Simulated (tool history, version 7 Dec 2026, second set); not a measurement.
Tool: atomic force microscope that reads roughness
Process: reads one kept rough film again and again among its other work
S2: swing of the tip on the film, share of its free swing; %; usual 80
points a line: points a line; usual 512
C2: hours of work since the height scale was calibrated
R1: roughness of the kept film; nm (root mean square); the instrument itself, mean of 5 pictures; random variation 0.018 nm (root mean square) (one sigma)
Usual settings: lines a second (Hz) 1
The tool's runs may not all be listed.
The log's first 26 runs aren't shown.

-- hour=573.9 new tip fitted
run 27 hour=579.1 | lines_a_second_(Hz)=1.4 S2=80 points_a_line=531 | pictures_with_this_tip=7 C2=568 | R1=4.126
run 28 hour=598.2 | lines_a_second_(Hz)=3.61 S2=59 points_a_line=512 | pictures_with_this_tip=32 C2=576 | R1=4.255
run 29 hour=619.3 | lines_a_second_(Hz)=1.07 S2=63 points_a_line=668 | pictures_with_this_tip=61 C2=585 | R1=4.456
run 30 hour=639.8 | lines_a_second_(Hz)=1.07 S2=63 points_a_line=668 | pictures_with_this_tip=88 C2=594 | R1=4.482
-- hour=647.1 new tip fitted
run 31 hour=663.2 | lines_a_second_(Hz)=1.07 S2=63 points_a_line=668 | pictures_with_this_tip=22 C2=604 | R1=4.475
run 32 hour=682 | lines_a_second_(Hz)=1.01 S2=88 points_a_line=512 | pictures_with_this_tip=47 C2=612 | R1=4.142
run 33 hour=700 | lines_a_second_(Hz)=2.65 S2=74 points_a_line=512 | pictures_with_this_tip=72 C2=619 | R1=3.988
run 34 hour=716.5 | lines_a_second_(Hz)=1.04 S2=80 points_a_line=553 | pictures_with_this_tip=94 C2=626 | R1=4.223
-- hour=718.8 new tip fitted
run 35 hour=745 | lines_a_second_(Hz)=1.87 S2=69 points_a_line=512 | pictures_with_this_tip=36 C2=638 | R1=4.223
run 36 hour=774.2 | lines_a_second_(Hz)=1.95 S2=56 points_a_line=653 | pictures_with_this_tip=75 C2=651 | R1=4.396
-- hour=791.4 new tip fitted
run 37 hour=797.5 | lines_a_second_(Hz)=3.26 S2=72 points_a_line=512 | pictures_with_this_tip=9 C2=660 | R1=3.962
run 38 hour=818.9 | lines_a_second_(Hz)=1 S2=80 points_a_line=725 | pictures_with_this_tip=37 C2=670 | R1=4.272
run 39 hour=847.8 | lines_a_second_(Hz)=1.79 S2=75 points_a_line=512 | pictures_with_this_tip=76 C2=682 | R1=4.139
-- hour=864.8 new tip fitted
run 40 hour=877.4 | lines_a_second_(Hz)=1.79 S2=64 points_a_line=512 | pictures_with_this_tip=17 C2=694 | R1=4.329
run 41 hour=895.9 | lines_a_second_(Hz)=0.81 S2=85 points_a_line=512 | pictures_with_this_tip=42 C2=702 | R1=4.28
run 42 hour=923.5 | lines_a_second_(Hz)=0.81 S2=85 points_a_line=512 | pictures_with_this_tip=79 C2=714 | R1=4.223
-- hour=936.3 new tip fitted
run 43 hour=943.6 | lines_a_second_(Hz)=0.93 S2=85 points_a_line=1022 | pictures_with_this_tip=10 C2=722 | R1=4.251
run 44 hour=961.8 | lines_a_second_(Hz)=0.93 S2=85 points_a_line=678 | pictures_with_this_tip=34 C2=730 | R1=4.242
run 45 hour=983.1 | lines_a_second_(Hz)=0.74 S2=85 points_a_line=512 | pictures_with_this_tip=63 C2=739 | R1=4.302
run 46 hour=998.9 | lines_a_second_(Hz)=1 S2=73 points_a_line=296 | pictures_with_this_tip=84 C2=746 | R1=4.345
-- hour=1009.6 new tip fitted
run 47 hour=1021 | lines_a_second_(Hz)=1 S2=58 points_a_line=339 | pictures_with_this_tip=15 C2=755 | R1=4.488
run 48 hour=1046.1 | lines_a_second_(Hz)=3.16 S2=65 points_a_line=502 | pictures_with_this_tip=49 C2=766 | R1=4.148

5 ways to go on from here, each from the tool as it stands after run 48. What would each give?
run A hour=1064.2 | lines_a_second_(Hz)=2.99 S2=65 points_a_line=257 | pictures_with_this_tip=73 C2=773 | R1=?
run B hour=1064.2 | lines_a_second_(Hz)=0.78 S2=83 points_a_line=400 | pictures_with_this_tip=73 C2=773 | R1=?
run C hour=1064.2 | lines_a_second_(Hz)=0.75 S2=57 points_a_line=512 | pictures_with_this_tip=73 C2=773 | R1=?
run D hour=1064.2 | lines_a_second_(Hz)=1.6 S2=61 points_a_line=502 | pictures_with_this_tip=73 C2=773 | R1=?
run E hour=1064.2 | lines_a_second_(Hz)=2.92 S2=77 points_a_line=471 | pictures_with_this_tip=73 C2=773 | R1=?

run=A R1=4.107
run=B R1=4.287
run=C R1=4.533
run=D R1=4.435
run=E R1=3.834
Without the tool's hidden state the same runs would have given:
run=A R1=4.119
run=B R1=4.299
run=C R1=4.546
run=D R1=4.448
run=E R1=3.845
